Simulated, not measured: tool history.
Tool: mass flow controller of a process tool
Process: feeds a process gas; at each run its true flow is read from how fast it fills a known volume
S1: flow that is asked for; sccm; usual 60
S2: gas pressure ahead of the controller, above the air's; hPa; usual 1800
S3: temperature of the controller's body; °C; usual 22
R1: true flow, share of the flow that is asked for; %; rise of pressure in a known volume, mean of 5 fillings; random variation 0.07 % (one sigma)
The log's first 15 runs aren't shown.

{"run": 16, "day": 149.171, "S1": 88, "S2": 1800, "S3": 22, "R1": 98.83}
{"run": 17, "day": 161.188, "S1": 88, "S2": 1800, "S3": 22, "R1": 98.79}
{"run": 18, "day": 172.979, "S1": 66, "S2": 1800, "S3": 22, "R1": 97.67}
{"day": 174.488, "done": "controller's zero set anew, once more"}
{"run": 19, "day": 181.133, "S1": 60, "S2": 1800, "S3": 22, "R1": 98.12}
{"run": 20, "day": 190.433, "S1": 60, "S2": 1800, "S3": 22, "R1": 98.22}
{"run": 21, "day": 202.654, "S1": 60, "S2": 1800, "S3": 22, "R1": 98.16}
{"run": 22, "day": 211.475, "S1": 60, "S2": 1800, "S3": 38, "R1": 97.32}
{"run": 23, "day": 219.2, "S1": 60, "S2": 1800, "S3": 20, "R1": 98.07}
{"run": 24, "day": 226.867, "S1": 19, "S2": 2240, "S3": 37, "R1": 95.68}
{"run": 25, "day": 238.892, "S1": 44, "S2": 1790, "S3": 37, "R1": 96.64}
{"run": 26, "day": 250.358, "S1": 40, "S2": 1510, "S3": 36, "R1": 96.25}
{"run": 27, "day": 259.192, "S1": 13, "S2": 1800, "S3": 22, "R1": 95.27}
{"run": 28, "day": 266.521, "S1": 26, "S2": 1960, "S3": 22, "R1": 96.3}
{"run": 29, "day": 276.95, "S1": 60, "S2": 1810, "S3": 22, "R1": 97.65}
{"run": 30, "day": 289.15, "S1": 60, "S2": 1810, "S3": 22, "R1": 97.72}
{"run": 31, "day": 299.121, "S1": 60, "S2": 1410, "S3": 22, "R1": 97.47}

Forecast run 32:
{"run": 32, "day": 310.75, "S1": 24, "S2": 1720, "S3": 38, "R1": "?"}

{"run 32": {"R1": 94.96}}
Without the tool's hidden state the same run would have given R1 96.76 %.
